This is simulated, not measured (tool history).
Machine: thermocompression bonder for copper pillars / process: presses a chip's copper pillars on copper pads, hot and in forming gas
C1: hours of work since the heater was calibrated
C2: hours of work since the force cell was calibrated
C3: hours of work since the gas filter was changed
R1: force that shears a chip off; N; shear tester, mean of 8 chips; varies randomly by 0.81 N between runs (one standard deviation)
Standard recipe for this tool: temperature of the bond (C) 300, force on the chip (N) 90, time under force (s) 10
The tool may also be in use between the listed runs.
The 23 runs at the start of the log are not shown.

{"run": 24, "day": 12.946, "temperature of the bond (C)": 300, "force on the chip (N)": 81, "time under force (s)": 22, "C1": 14, "C2": 329, "C3": 80, "R1": 76.2}
{"run": 25, "day": 13.771, "temperature of the bond (C)": 300, "force on the chip (N)": 81, "time under force (s)": 22, "C1": 29, "C2": 344, "C3": 96, "R1": 77.3}
{"run": 26, "day": 14.142, "temperature of the bond (C)": 286, "force on the chip (N)": 60, "time under force (s)": 21, "C1": 36, "C2": 351, "C3": 103, "R1": 57.8}
{"run": 27, "day": 14.788, "temperature of the bond (C)": 317, "force on the chip (N)": 131, "time under force (s)": 10, "C1": 48, "C2": 363, "C3": 114, "R1": 83.3}
{"run": 28, "day": 15.292, "temperature of the bond (C)": 315, "force on the chip (N)": 133, "time under force (s)": 7, "C1": 57, "C2": 372, "C3": 124, "R1": 77}
{"run": 29, "day": 15.742, "temperature of the bond (C)": 300, "force on the chip (N)": 115, "time under force (s)": 8, "C1": 65, "C2": 380, "C3": 132, "R1": 65.4}
{"run": 30, "day": 16.229, "temperature of the bond (C)": 300, "force on the chip (N)": 119, "time under force (s)": 23, "C1": 74, "C2": 389, "C3": 141, "R1": 85.5}
{"run": 31, "day": 16.8, "temperature of the bond (C)": 300, "force on the chip (N)": 93, "time under force (s)": 9, "C1": 85, "C2": 400, "C3": 151, "R1": 63.3}

Alternative continuations, all from the tool just after run 31; predict every row:
{"run": "A", "day": 17.338, "temperature of the bond (C)": 300, "force on the chip (N)": 54, "time under force (s)": 9, "C1": 95, "C2": 410, "C3": 161, "R1": "?"}
{"run": "B", "day": 17.338, "temperature of the bond (C)": 309, "force on the chip (N)": 93, "time under force (s)": 6, "C1": 95, "C2": 410, "C3": 161, "R1": "?"}
{"run": "C", "day": 17.338, "temperature of the bond (C)": 300, "force on the chip (N)": 127, "time under force (s)": 10, "C1": 95, "C2": 410, "C3": 161, "R1": "?"}
{"run": "D", "day": 17.338, "temperature of the bond (C)": 300, "force on the chip (N)": 94, "time under force (s)": 10, "C1": 95, "C2": 410, "C3": 161, "R1": "?"}
{"run": "E", "day": 17.338, "temperature of the bond (C)": 275, "force on the chip (N)": 114, "time under force (s)": 13, "C1": 95, "C2": 410, "C3": 161, "R1": "?"}

run=A R1=48.2
run=B R1=59.8
run=C R1=69.3
run=D R1=65.4
run=E R1=56.3
Without the tool's unlogged condition, the same runs would have read:
run=A R1=49.2
run=B R1=61
run=C R1=70.7
run=D R1=66.7
run=E R1=57.5
